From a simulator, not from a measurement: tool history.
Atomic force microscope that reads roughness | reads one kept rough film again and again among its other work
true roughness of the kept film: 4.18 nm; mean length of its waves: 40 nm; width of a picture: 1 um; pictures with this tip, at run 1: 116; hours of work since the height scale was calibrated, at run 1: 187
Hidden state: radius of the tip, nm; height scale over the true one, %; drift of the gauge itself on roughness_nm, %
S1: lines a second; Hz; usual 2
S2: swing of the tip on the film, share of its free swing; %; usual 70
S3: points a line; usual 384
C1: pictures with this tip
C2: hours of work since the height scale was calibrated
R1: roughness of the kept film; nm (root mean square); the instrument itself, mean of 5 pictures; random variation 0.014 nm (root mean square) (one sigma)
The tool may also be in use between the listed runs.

{"run": 1, "hour": 0.0, "S1": 2, "S2": 70, "S3": 384, "C1": 116, "C2": 187, "R1": 3.287}
{"run": 2, "hour": 9.4, "S1": 2, "S2": 70, "S3": 661, "C1": 130, "C2": 193, "R1": 3.258}
{"run": 3, "hour": 13.5, "S1": 2, "S2": 70, "S3": 661, "C1": 136, "C2": 196, "R1": 3.246}
{"run": 4, "hour": 22.4, "S1": 2, "S2": 70, "S3": 661, "C1": 150, "C2": 202, "R1": 3.252}
{"run": 5, "hour": 30.8, "S1": 2.01, "S2": 70, "S3": 384, "C1": 163, "C2": 207, "R1": 3.202}
{"run": 6, "hour": 39.8, "S1": 2.01, "S2": 70, "S3": 384, "C1": 176, "C2": 213, "R1": 3.203}
{"run": 7, "hour": 44.5, "S1": 2.01, "S2": 70, "S3": 384, "C1": 183, "C2": 216, "R1": 3.166}
{"run": 8, "hour": 51.5, "S1": 2.01, "S2": 70, "S3": 384, "C1": 194, "C2": 221, "R1": 3.145}
{"run": 9, "hour": 61.4, "S1": 1.39, "S2": 70, "S3": 384, "C1": 209, "C2": 227, "R1": 3.222}
{"run": 10, "hour": 69.0, "S1": 1.39, "S2": 70, "S3": 384, "C1": 221, "C2": 232, "R1": 3.197}
{"run": 11, "hour": 77.9, "S1": 2, "S2": 70, "S3": 384, "C1": 234, "C2": 238, "R1": 3.098}
{"run": 12, "hour": 82.3, "S1": 2, "S2": 70, "S3": 384, "C1": 241, "C2": 241, "R1": 3.077}
{"run": 13, "hour": 90.1, "S1": 2, "S2": 70, "S3": 384, "C1": 253, "C2": 246, "R1": 3.07}
{"run": 14, "hour": 96.3, "S1": 0.98, "S2": 70, "S3": 384, "C1": 262, "C2": 250, "R1": 3.197}
{"run": 15, "hour": 105.2, "S1": 0.98, "S2": 70, "S3": 492, "C1": 276, "C2": 256, "R1": 3.17}
{"hour": 109.2, "done": "new tip fitted"}
{"run": 16, "hour": 112.6, "S1": 0.98, "S2": 70, "S3": 492, "C1": 5, "C2": 260, "R1": 3.6}
{"run": 17, "hour": 117.8, "S1": 2, "S2": 70, "S3": 258, "C1": 13, "C2": 264, "R1": 3.438}
{"run": 18, "hour": 125.0, "S1": 2, "S2": 70, "S3": 435, "C1": 24, "C2": 269, "R1": 3.446}
{"run": 19, "hour": 132.3, "S1": 2.57, "S2": 70, "S3": 602, "C1": 35, "C2": 273, "R1": 3.317}
{"run": 20, "hour": 141.2, "S1": 2.57, "S2": 70, "S3": 602, "C1": 48, "C2": 279, "R1": 3.3}
{"run": 21, "hour": 149.5, "S1": 2.57, "S2": 70, "S3": 602, "C1": 61, "C2": 285, "R1": 3.295}
{"hour": 151.4, "done": "height scale calibrated on a step standard"}
{"run": 22, "hour": 155.7, "S1": 2, "S2": 70, "S3": 927, "C1": 69, "C2": 3, "R1": 3.352}
{"run": 23, "hour": 164.6, "S1": 0.77, "S2": 70, "S3": 286, "C1": 82, "C2": 9, "R1": 3.461}
{"hour": 167.5, "done": "height scale calibrated on a step standard, once more"}
{"run": 24, "hour": 172.0, "S1": 3.14, "S2": 73, "S3": 713, "C1": 92, "C2": 3, "R1": 3.137}
{"run": 25, "hour": 180.6, "S1": 1.25, "S2": 79, "S3": 341, "C1": 105, "C2": 9, "R1": 3.294}
{"run": 26, "hour": 184.8, "S1": 2, "S2": 59, "S3": 384, "C1": 111, "C2": 11, "R1": 3.414}
{"run": 27, "hour": 192.9, "S1": 2, "S2": 70, "S3": 598, "C1": 124, "C2": 17, "R1": 3.288}
{"run": 28, "hour": 202.8, "S1": 2, "S2": 70, "S3": 598, "C1": 139, "C2": 23, "R1": 3.26}
{"run": 29, "hour": 211.6, "S1": 1.79, "S2": 62, "S3": 386, "C1": 152, "C2": 29, "R1": 3.352}
{"run": 30, "hour": 219.4, "S1": 1.31, "S2": 62, "S3": 386, "C1": 164, "C2": 34, "R1": 3.356}
{"run": 31, "hour": 228.3, "S1": 0.75, "S2": 84, "S3": 633, "C1": 177, "C2": 40, "R1": 3.273}
{"run": 32, "hour": 237.8, "S1": 0.75, "S2": 84, "S3": 633, "C1": 192, "C2": 46, "R1": 3.241}
{"run": 33, "hour": 243.8, "S1": 0.75, "S2": 84, "S3": 633, "C1": 201, "C2": 50, "R1": 3.22}
{"run": 34, "hour": 253.1, "S1": 0.75, "S2": 84, "S3": 633, "C1": 215, "C2": 56, "R1": 3.205}
{"run": 35, "hour": 261.7, "S1": 1.04, "S2": 70, "S3": 557, "C1": 228, "C2": 62, "R1": 3.243}

4 ways to go on from here, each from the tool as it stands after run 35. What would each give?
{"run": "A", "hour": 266.1, "S1": 0.87, "S2": 78, "S3": 421, "C1": 235, "C2": 65, "R1": "?"}
{"run": "B", "hour": 266.1, "S1": 0.85, "S2": 55, "S3": 856, "C1": 235, "C2": 65, "R1": "?"}
{"run": "C", "hour": 266.1, "S1": 1.41, "S2": 70, "S3": 557, "C1": 235, "C2": 65, "R1": "?"}
{"run": "D", "hour": 266.1, "S1": 1.04, "S2": 70, "S3": 349, "C1": 235, "C2": 65, "R1": "?"}

run=A R1=3.199
run=B R1=3.358
run=C R1=3.173
run=D R1=3.234
Without the tool's hidden state the same runs would have given:
run=A R1=3.572
run=B R1=3.75
run=C R1=3.544
run=D R1=3.612
